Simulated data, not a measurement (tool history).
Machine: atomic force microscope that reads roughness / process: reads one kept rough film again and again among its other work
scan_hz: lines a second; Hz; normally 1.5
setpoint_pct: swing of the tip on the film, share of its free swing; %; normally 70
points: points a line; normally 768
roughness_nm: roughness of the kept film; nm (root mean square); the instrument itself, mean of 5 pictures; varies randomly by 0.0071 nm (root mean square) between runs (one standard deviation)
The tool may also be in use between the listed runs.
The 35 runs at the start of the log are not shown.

| run | hour | scan_hz | setpoint_pct | points | roughness_nm |
|---|---|---|---|---|---|
| 36 | 786.9 | 1.5 | 70 | 288 | 1.323 |
| 37 | 804.4 | 1.5 | 70 | 288 | 1.309 |
| 38 | 820.3 | 1.5 | 70 | 288 | 1.292 |
| 39 | 842.4 | 2.2 | 70 | 288 | 1.219 |
| 40 | 871.9 | 1.5 | 57 | 906 | 1.317 |
| 41 | 903.4 | 1.13 | 57 | 950 | 1.299 |
|  | 923.1 | new tip fitted |
| 42 | 924.8 | 1.54 | 68 | 305 | 1.449 |
| 43 | 939.5 | 2.99 | 59 | 450 | 1.433 |
| 44 | 958.4 | 2.99 | 78 | 306 | 1.218 |
| 45 | 978.4 | 2.99 | 78 | 306 | 1.202 |
| 46 | 1010.8 | 2.99 | 78 | 306 | 1.161 |
| 47 | 1027.3 | 1.3 | 89 | 260 | 1.213 |
| 48 | 1055.5 | 3.69 | 70 | 283 | 1.176 |
| 49 | 1077.3 | 3.69 | 70 | 283 | 1.155 |
| 50 | 1104.8 | 1.76 | 70 | 768 | 1.252 |
| 51 | 1127 | 2.78 | 87 | 450 | 0.99 |

What if the next run were any one of these 3? Each begins from the tool's condition after run 51:
| A | 1141.2 | 3.19 | 85 | 834 | ? |
| B | 1141.2 | 2.78 | 58 | 522 | ? |
| C | 1141.2 | 2.78 | 87 | 1006 | ? |

| run | roughness_nm |
|---|---|
| A | 0.977 |
| B | 1.269 |
| C | 0.983 |
With the hidden condition removed and each run's random variation left untouched, the same runs would have given:
| run | roughness_nm |
|---|---|
| A | 1.139 |
| B | 1.478 |
| C | 1.147 |
